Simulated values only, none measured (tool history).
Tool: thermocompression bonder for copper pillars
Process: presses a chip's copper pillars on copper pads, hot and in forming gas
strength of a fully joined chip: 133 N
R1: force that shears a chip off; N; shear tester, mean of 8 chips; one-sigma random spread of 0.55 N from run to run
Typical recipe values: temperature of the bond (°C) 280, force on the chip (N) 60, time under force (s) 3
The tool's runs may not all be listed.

Run 1, hour 0: usual settings. Result: R1 92.5 N.
At hour 29.2: forming gas filter changed.
Run 2, hour 36.9: usual settings but temperature of the bond (°C) 255. Result: R1 69.6 N.
Run 3, hour 89.9: usual settings but temperature of the bond (°C) 255. Result: R1 70.1 N.
Run 4, hour 136.8: usual settings but temperature of the bond (°C) 255. Result: R1 70.5 N.
Run 5, hour 166.1: usual settings. Result: R1 94.2 N.
Run 6, hour 194.5: usual settings. Result: R1 93 N.
At hour 201.1: heater calibrated with a thermocouple chip.
Run 7, hour 226.8: usual settings. Result: R1 93.7 N.
Run 8, hour 271.6: usual settings. Result: R1 92.5 N.
Run 9, hour 306.1: usual settings but force on the chip (N) 76. Result: R1 108.7 N.
Run 10, hour 352.5: usual settings but temperature of the bond (°C) 294. Result: R1 103.8 N.
Run 11, hour 376.4: usual settings but temperature of the bond (°C) 294. Result: R1 104 N.
Run 12, hour 423.3: usual settings. Result: R1 93 N.
At hour 427.7: forming gas filter changed.
Run 13, hour 469.8: usual settings. Result: R1 93.7 N.
Run 14, hour 514.9: usual settings but time under force (s) 2. Result: R1 83.2 N.

Predict the results of run 15:
Run 15, hour 565: usual settings but time under force (s) 2. Result: R1 ?.

{"run 15": {"R1": 84}}
With the hidden condition absent and the run-to-run variation left alone, this run would have shown R1 83.9 N.
